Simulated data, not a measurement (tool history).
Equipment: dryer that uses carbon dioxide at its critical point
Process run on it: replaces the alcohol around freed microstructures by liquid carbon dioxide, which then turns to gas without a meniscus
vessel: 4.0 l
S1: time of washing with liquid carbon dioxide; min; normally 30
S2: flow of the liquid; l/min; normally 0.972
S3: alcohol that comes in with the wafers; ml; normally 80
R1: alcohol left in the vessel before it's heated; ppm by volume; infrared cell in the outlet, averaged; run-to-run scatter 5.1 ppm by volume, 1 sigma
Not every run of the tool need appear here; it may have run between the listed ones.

run	hour	S1	S2	S3	R1
1	0	30	0.972	80	283
2	27.8	30	0.972	80	284
3	67.3	30	0.972	80	293
4	113	30	0.972	80	315
5	160.1	30	1.494	80	248
6	194	30	1.494	118	276
7	233.8	30	1.494	118	281
8	261.5	30	0.972	24	305
9	310.3	30	0.972	24	312
10	355.1	21	0.972	80	741
# hour 383.9: inlet filter changed
11	386.2	30	0.972	80	340
12	409.6	33	0.972	80	333
# hour 415.7: purifier's bed changed
13	435	30	0.972	80	71
14	467.1	30	0.972	80	78
15	488.9	30	0.934	80	94
16	521.4	30	0.934	80	107
17	559.4	30	0.972	43	70
18	609.8	30	0.972	43	78
19	652	30	0.972	43	98
20	686	30	0.972	43	116
21	714	30	0.972	43	113
22	736.9	30	0.972	43	114
23	764.9	30	0.972	80	169
# hour 782.9: inlet filter changed
24	813.4	30	0.972	80	129
25	860.3	43	0.972	69	93
26	906.8	43	0.972	69	105
27	956.1	43	0.969	100	117
28	1002	43	0.591	21	167
29	1044.3	38	0.591	21	184
30	1087.6	38	0.591	21	212
31	1137	23	1.369	36	184
# hour 1180.9: inlet filter changed
32	1185.5	30	1.166	25	161
33	1220	30	1.166	25	169
34	1248	27	0.972	30	207
35	1289.7	19	1.125	24	262
36	1326.1	27	0.664	49	539
37	1370.3	31	0.664	89	589
38	1416.9	43	0.972	46	210
39	1447.2	43	0.972	71	211
40	1490.1	30	0.761	38	332
41	1539.3	30	0.761	38	366
# hour 1579.7: inlet filter changed
42	1586.5	20	1.005	44	417

For run 43, what comes out?
43	1615.3	26	1.427	82	?

R1: 261 ppm by volume
With the hidden condition absent and the run-to-run variation left alone, this run would have shown R1 14 ppm by volume.
